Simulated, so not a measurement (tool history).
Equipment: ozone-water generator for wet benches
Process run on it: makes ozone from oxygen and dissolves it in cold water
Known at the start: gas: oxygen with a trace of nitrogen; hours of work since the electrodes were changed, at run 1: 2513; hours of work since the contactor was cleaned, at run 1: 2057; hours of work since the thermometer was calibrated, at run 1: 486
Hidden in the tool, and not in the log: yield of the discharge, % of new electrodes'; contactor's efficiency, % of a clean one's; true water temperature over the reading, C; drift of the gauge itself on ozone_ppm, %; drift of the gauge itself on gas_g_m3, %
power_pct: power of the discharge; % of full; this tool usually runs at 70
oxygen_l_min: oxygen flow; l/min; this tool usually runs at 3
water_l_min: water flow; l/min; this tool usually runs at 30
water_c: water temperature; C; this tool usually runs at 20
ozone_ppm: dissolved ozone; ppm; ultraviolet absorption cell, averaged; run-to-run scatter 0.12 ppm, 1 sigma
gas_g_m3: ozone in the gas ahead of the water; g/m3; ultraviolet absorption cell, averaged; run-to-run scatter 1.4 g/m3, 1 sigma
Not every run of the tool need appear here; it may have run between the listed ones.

run     day  power_pct  oxygen_l_min  water_l_min  water_c  hours of work since the electrodes were changed  hours of work since the contactor was cleaned  hours of work since the thermometer was calibrated  ozone_ppm  gas_g_m3
  1       0         70             3           30       20                                             2513                                           2057                                                 486         10     237.6
  2   5.212         85             3           30       20                                             2604                                           2147                                                 577       11.4     267.7
  3   9.571         53             3           30       20                                             2680                                           2223                                                 653        8.6     200.4
  4  12.208         53             3           30       20                                             2726                                           2269                                                 699        8.5     198.7
  5  15.938         53             3           30       20                                             2791                                           2334                                                 764        8.6     197.6
  6  18.967         53             3           30       20                                             2843                                           2387                                                 817        8.3       198
  7    23.6         70             3           30       20                                             2924                                           2468                                                 897        9.8       234
  8  25.842         70             3           30       20                                             2963                                           2507                                                 936        9.9     233.8
  9  28.396         70             3           30       20                                             3008                                           2551                                                 981        9.9       235
 10  33.604         70             3           30       20                                             3098                                           2642                                                1072        9.9     230.7
 11  37.804         70             3           30       21                                             3172                                           2715                                                1145        9.5       230
 12  42.675         70             3           30       21                                             3256                                           2800                                                1230        9.7     230.4
 13  44.938         70             3           30       21                                             3296                                           2839                                                1269        9.7     228.6
 14  49.017         70             3           30       20                                             3367                                           2910                                                1340        9.5     229.4
 15  52.083         70             3           30       20                                             3420                                           2964                                                1394        9.5     227.9
 16  56.025         45             3           30       20                                             3489                                           3033                                                1462        7.2     175.9
 17  61.529         45          4.75           30       12                                             3585                                           3128                                                1558        9.2     146.7
 18  63.946         41          2.25           30       15                                             3627                                           3171                                                1600        6.3     185.4
 19  68.379         41          3.67           29       14                                             3704                                           3248                                                1677          8     154.1
 20  73.508         41          3.67           29       14                                             3793                                           3337                                                1767          8       150
 21  78.571         70             3           20       20                                             3882                                           3425                                                1855       14.9     221.9
 22  82.729         63             3           28       14                                             3954                                           3498                                                1927        9.7     208.5

The next listed run, before its measurement:
 23  85.954         61          3.16           21       25                                             4010                                           3554                                                1984          ?         ?

Run 23 measured ozone_ppm 12.4 ppm, gas_g_m3 202.6 g/m3.
Were there no unlogged condition in the tool, this run, its random variation unchanged, would have produced ozone_ppm 16.1 ppm, gas_g_m3 242.7 g/m3.
